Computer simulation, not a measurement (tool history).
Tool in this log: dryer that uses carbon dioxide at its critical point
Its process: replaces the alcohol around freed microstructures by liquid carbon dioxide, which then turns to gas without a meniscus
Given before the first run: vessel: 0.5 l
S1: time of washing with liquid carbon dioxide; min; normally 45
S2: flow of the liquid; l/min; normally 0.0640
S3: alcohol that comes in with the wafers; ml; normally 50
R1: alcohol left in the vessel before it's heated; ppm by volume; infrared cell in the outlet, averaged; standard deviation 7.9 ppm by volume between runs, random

Run 1, hour 0.0: usual settings. Result: R1 594 ppm by volume.
Run 2, hour 14.5: usual settings. Result: R1 584 ppm by volume.
Run 3, hour 26.0: usual settings. Result: R1 615 ppm by volume.
Run 4, hour 48.2: usual settings. Result: R1 613 ppm by volume.
Run 5, hour 61.8: usual settings. Result: R1 613 ppm by volume.
Run 6, hour 77.4: usual settings. Result: R1 619 ppm by volume.
Run 7, hour 102.7: usual settings. Result: R1 641 ppm by volume.
Run 8, hour 125.7: usual settings. Result: R1 640 ppm by volume.
Run 9, hour 149.5: usual settings. Result: R1 652 ppm by volume.
Run 10, hour 171.9: usual settings but S3 73 ml. Result: R1 914 ppm by volume.
Run 11, hour 182.1: usual settings but S1 33 min. Result: R1 2373 ppm by volume.
Run 12, hour 207.1: usual settings but S1 33 min. Result: R1 2380 ppm by volume.
Run 13, hour 218.6: usual settings but S1 64 min, S2 0.0976 l/min, S3 107 ml. Result: R1 54 ppm by volume.
Run 14, hour 234.5: usual settings but S1 37 min, S2 0.1078 l/min. Result: R1 127 ppm by volume.
Run 15, hour 252.2: usual settings but S1 42 min, S2 0.0782 l/min, S3 26 ml. Result: R1 188 ppm by volume.
Run 16, hour 275.5: usual settings but S1 59 min, S2 0.0573 l/min, S3 26 ml. Result: R1 182 ppm by volume.
Run 17, hour 296.5: usual settings but S2 0.0587 l/min. Result: R1 1011 ppm by volume.
Run 18, hour 312.9: usual settings but S1 35 min, S2 0.0847 l/min, S3 27 ml. Result: R1 338 ppm by volume.
Run 19, hour 330.4: usual settings but S2 0.0405 l/min. Result: R1 4242 ppm by volume.

What does the tool deliver on the next run?
Run 20, hour 349.8: usual settings but S2 0.0405 l/min. Result: R1 ?.

{"run 20": {"R1": 4319}}
Had the tool carried no hidden state, the very same run would have given R1 3204 ppm by volume.
